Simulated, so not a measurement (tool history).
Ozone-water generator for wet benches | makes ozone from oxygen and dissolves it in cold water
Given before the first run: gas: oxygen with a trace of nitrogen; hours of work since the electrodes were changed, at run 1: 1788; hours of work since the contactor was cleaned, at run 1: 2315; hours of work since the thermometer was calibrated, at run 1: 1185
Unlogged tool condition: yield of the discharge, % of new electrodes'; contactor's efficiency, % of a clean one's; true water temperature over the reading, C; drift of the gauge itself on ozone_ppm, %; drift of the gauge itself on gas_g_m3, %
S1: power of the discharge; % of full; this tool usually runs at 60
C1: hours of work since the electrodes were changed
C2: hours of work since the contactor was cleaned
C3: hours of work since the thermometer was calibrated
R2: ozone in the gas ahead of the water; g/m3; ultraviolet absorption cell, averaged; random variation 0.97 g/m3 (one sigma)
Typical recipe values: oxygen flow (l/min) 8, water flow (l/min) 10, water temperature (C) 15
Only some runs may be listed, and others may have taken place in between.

{"run": 1, "day": 0.0, "S1": 60, "oxygen flow (l/min)": 8, "water flow (l/min)": 10, "water temperature (C)": 15, "C1": 1788, "C2": 2315, "C3": 1185, "dissolved ozone (ppm)": 25.7, "R2": 167.1}
{"run": 2, "day": 1.704, "S1": 60, "oxygen flow (l/min)": 8.7, "water flow (l/min)": 10, "water temperature (C)": 15, "C1": 1821, "C2": 2348, "C3": 1219, "dissolved ozone (ppm)": 24.9, "R2": 156.9}
{"run": 3, "day": 5.488, "S1": 60, "oxygen flow (l/min)": 8, "water flow (l/min)": 10, "water temperature (C)": 15, "C1": 1895, "C2": 2422, "C3": 1293, "dissolved ozone (ppm)": 25.2, "R2": 164.4}
{"run": 4, "day": 7.725, "S1": 60, "oxygen flow (l/min)": 8, "water flow (l/min)": 10, "water temperature (C)": 15, "C1": 1939, "C2": 2466, "C3": 1337, "dissolved ozone (ppm)": 25.8, "R2": 165}
{"run": 5, "day": 10.112, "S1": 56, "oxygen flow (l/min)": 8, "water flow (l/min)": 10, "water temperature (C)": 15, "C1": 1985, "C2": 2513, "C3": 1383, "dissolved ozone (ppm)": 24.2, "R2": 156.9}
{"run": 6, "day": 12.371, "S1": 56, "oxygen flow (l/min)": 8, "water flow (l/min)": 10, "water temperature (C)": 10, "C1": 2030, "C2": 2557, "C3": 1428, "dissolved ozone (ppm)": 27.2, "R2": 155.7}
{"run": 7, "day": 14.017, "S1": 56, "oxygen flow (l/min)": 8, "water flow (l/min)": 10, "water temperature (C)": 10, "C1": 2062, "C2": 2589, "C3": 1460, "dissolved ozone (ppm)": 27.2, "R2": 157}
{"run": 8, "day": 17.3, "S1": 60, "oxygen flow (l/min)": 8, "water flow (l/min)": 8, "water temperature (C)": 15, "C1": 2126, "C2": 2653, "C3": 1524, "dissolved ozone (ppm)": 29.5, "R2": 163.2}
{"run": 9, "day": 19.1, "S1": 60, "oxygen flow (l/min)": 8, "water flow (l/min)": 8, "water temperature (C)": 15, "C1": 2161, "C2": 2689, "C3": 1559, "dissolved ozone (ppm)": 29, "R2": 164.5}
{"run": 10, "day": 21.396, "S1": 60, "oxygen flow (l/min)": 8, "water flow (l/min)": 8, "water temperature (C)": 15, "C1": 2206, "C2": 2733, "C3": 1604, "dissolved ozone (ppm)": 29.1, "R2": 164.2}
{"run": 11, "day": 23.408, "S1": 60, "oxygen flow (l/min)": 8, "water flow (l/min)": 8, "water temperature (C)": 15, "C1": 2246, "C2": 2773, "C3": 1644, "dissolved ozone (ppm)": 29.1, "R2": 163.4}
{"run": 12, "day": 26.012, "S1": 60, "oxygen flow (l/min)": 8, "water flow (l/min)": 12, "water temperature (C)": 15, "C1": 2297, "C2": 2824, "C3": 1694, "dissolved ozone (ppm)": 22.9, "R2": 165}
{"run": 13, "day": 27.971, "S1": 60, "oxygen flow (l/min)": 5.71, "water flow (l/min)": 10, "water temperature (C)": 15, "C1": 2335, "C2": 2862, "C3": 1733, "dissolved ozone (ppm)": 28.7, "R2": 203.9}
{"run": 14, "day": 30.817, "S1": 60, "oxygen flow (l/min)": 5.71, "water flow (l/min)": 10, "water temperature (C)": 11, "C1": 2391, "C2": 2918, "C3": 1788, "dissolved ozone (ppm)": 31.2, "R2": 204.4}
{"run": 15, "day": 33.2, "S1": 60, "oxygen flow (l/min)": 5.71, "water flow (l/min)": 10, "water temperature (C)": 11, "C1": 2437, "C2": 2964, "C3": 1835, "dissolved ozone (ppm)": 30.8, "R2": 203.3}
{"run": 16, "day": 35.867, "S1": 60, "oxygen flow (l/min)": 5.71, "water flow (l/min)": 10, "water temperature (C)": 11, "C1": 2489, "C2": 3017, "C3": 1887, "dissolved ozone (ppm)": 30.6, "R2": 204.2}
{"run": 17, "day": 38.742, "S1": 60, "oxygen flow (l/min)": 5.71, "water flow (l/min)": 10, "water temperature (C)": 11, "C1": 2546, "C2": 3073, "C3": 1944, "dissolved ozone (ppm)": 30.8, "R2": 204.5}
{"run": 18, "day": 42.508, "S1": 46, "oxygen flow (l/min)": 7.32, "water flow (l/min)": 10, "water temperature (C)": 15, "C1": 2619, "C2": 3147, "C3": 2017, "dissolved ozone (ppm)": 21.2, "R2": 137.9}
{"run": 19, "day": 45.65, "S1": 66, "oxygen flow (l/min)": 12.65, "water flow (l/min)": 13, "water temperature (C)": 7, "C1": 2681, "C2": 3208, "C3": 2079, "dissolved ozone (ppm)": 23.2, "R2": 129.5}
{"run": 20, "day": 48.362, "S1": 43, "oxygen flow (l/min)": 9.83, "water flow (l/min)": 12, "water temperature (C)": 17, "C1": 2734, "C2": 3261, "C3": 2132, "dissolved ozone (ppm)": 15.4, "R2": 106.4}
{"run": 21, "day": 50.625, "S1": 47, "oxygen flow (l/min)": 8, "water flow (l/min)": 10, "water temperature (C)": 15, "C1": 2778, "C2": 3305, "C3": 2176, "dissolved ozone (ppm)": 21.1, "R2": 133.4}
{"run": 22, "day": 54.588, "S1": 47, "oxygen flow (l/min)": 8, "water flow (l/min)": 10, "water temperature (C)": 15, "C1": 2856, "C2": 3383, "C3": 2254, "dissolved ozone (ppm)": 21.1, "R2": 133.2}
{"day": 55.462, "done": "gauge calibrated"}
{"run": 23, "day": 57.554, "S1": 47, "oxygen flow (l/min)": 8, "water flow (l/min)": 10, "water temperature (C)": 11, "C1": 2914, "C2": 3441, "C3": 2312, "dissolved ozone (ppm)": 22.7, "R2": 137.9}
{"run": 24, "day": 59.779, "S1": 71, "oxygen flow (l/min)": 4.13, "water flow (l/min)": 8, "water temperature (C)": 10, "C1": 2957, "C2": 3485, "C3": 2355, "dissolved ozone (ppm)": 46.2, "R2": 293.2}
{"run": 25, "day": 62.754, "S1": 56, "oxygen flow (l/min)": 7.51, "water flow (l/min)": 13, "water temperature (C)": 10, "C1": 3015, "C2": 3543, "C3": 2413, "dissolved ozone (ppm)": 22.9, "R2": 163}
{"run": 26, "day": 66.45, "S1": 82, "oxygen flow (l/min)": 5, "water flow (l/min)": 7, "water temperature (C)": 20, "C1": 3088, "C2": 3615, "C3": 2486, "dissolved ozone (ppm)": 44.1, "R2": 290.3}
{"run": 27, "day": 68.125, "S1": 82, "oxygen flow (l/min)": 5, "water flow (l/min)": 7, "water temperature (C)": 20, "C1": 3121, "C2": 3648, "C3": 2519, "dissolved ozone (ppm)": 43.5, "R2": 291.7}
{"run": 28, "day": 71.65, "S1": 98, "oxygen flow (l/min)": 4.86, "water flow (l/min)": 7, "water temperature (C)": 7, "C1": 3190, "C2": 3717, "C3": 2587, "dissolved ozone (ppm)": 67.5, "R2": 341.3}
{"run": 29, "day": 75.083, "S1": 98, "oxygen flow (l/min)": 5.49, "water flow (l/min)": 7, "water temperature (C)": 19, "C1": 3257, "C2": 3784, "C3": 2655, "dissolved ozone (ppm)": 49.9, "R2": 314.9}
{"run": 30, "day": 76.917, "S1": 98, "oxygen flow (l/min)": 10.12, "water flow (l/min)": 7, "water temperature (C)": 22, "C1": 3293, "C2": 3820, "C3": 2691, "dissolved ozone (ppm)": 35, "R2": 208.8}
{"run": 31, "day": 79.608, "S1": 86, "oxygen flow (l/min)": 8, "water flow (l/min)": 12, "water temperature (C)": 14, "C1": 3345, "C2": 3873, "C3": 2743, "dissolved ozone (ppm)": 31.2, "R2": 219.8}
{"run": 32, "day": 82.158, "S1": 72, "oxygen flow (l/min)": 8, "water flow (l/min)": 10, "water temperature (C)": 16, "C1": 3395, "C2": 3922, "C3": 2793, "dissolved ozone (ppm)": 29.2, "R2": 190.4}

Each row is a separate what-if for the run after 32, all from the same tool condition, not one after another. Results?
{"day": 83.967, "done": "contactor cleaned"}
{"run": "A", "day": 86.308, "S1": 72, "oxygen flow (l/min)": 8, "water flow (l/min)": 14, "water temperature (C)": 21, "C1": 3473, "C2": 46, "C3": 2871, "dissolved ozone (ppm)": "?", "R2": "?"}
{"day": 83.967, "done": "contactor cleaned"}
{"run": "B", "day": 86.308, "S1": 60, "oxygen flow (l/min)": 12.07, "water flow (l/min)": 11, "water temperature (C)": 18, "C1": 3473, "C2": 46, "C3": 2871, "dissolved ozone (ppm)": "?", "R2": "?"}
{"day": 83.967, "done": "contactor cleaned"}
{"run": "C", "day": 86.308, "S1": 72, "oxygen flow (l/min)": 11.37, "water flow (l/min)": 9, "water temperature (C)": 11, "C1": 3473, "C2": 46, "C3": 2871, "dissolved ozone (ppm)": "?", "R2": "?"}
{"day": 83.967, "done": "contactor cleaned"}
{"run": "D", "day": 86.308, "S1": 72, "oxygen flow (l/min)": 5.95, "water flow (l/min)": 9, "water temperature (C)": 14, "C1": 3473, "C2": 46, "C3": 2871, "dissolved ozone (ppm)": "?", "R2": "?"}

run=A dissolved_ozone_(ppm)=20.6 R2=189.4
run=B dissolved_ozone_(ppm)=18.9 R2=124.8
run=C dissolved_ozone_(ppm)=30.1 R2=150.7
run=D dissolved_ozone_(ppm)=36.2 R2=229.3
Had the tool no hidden state, the same runs would have come out as:
run=A dissolved_ozone_(ppm)=20.7 R2=193
run=B dissolved_ozone_(ppm)=19 R2=127.1
run=C dissolved_ozone_(ppm)=30.1 R2=153.5
run=D dissolved_ozone_(ppm)=36.2 R2=233.6

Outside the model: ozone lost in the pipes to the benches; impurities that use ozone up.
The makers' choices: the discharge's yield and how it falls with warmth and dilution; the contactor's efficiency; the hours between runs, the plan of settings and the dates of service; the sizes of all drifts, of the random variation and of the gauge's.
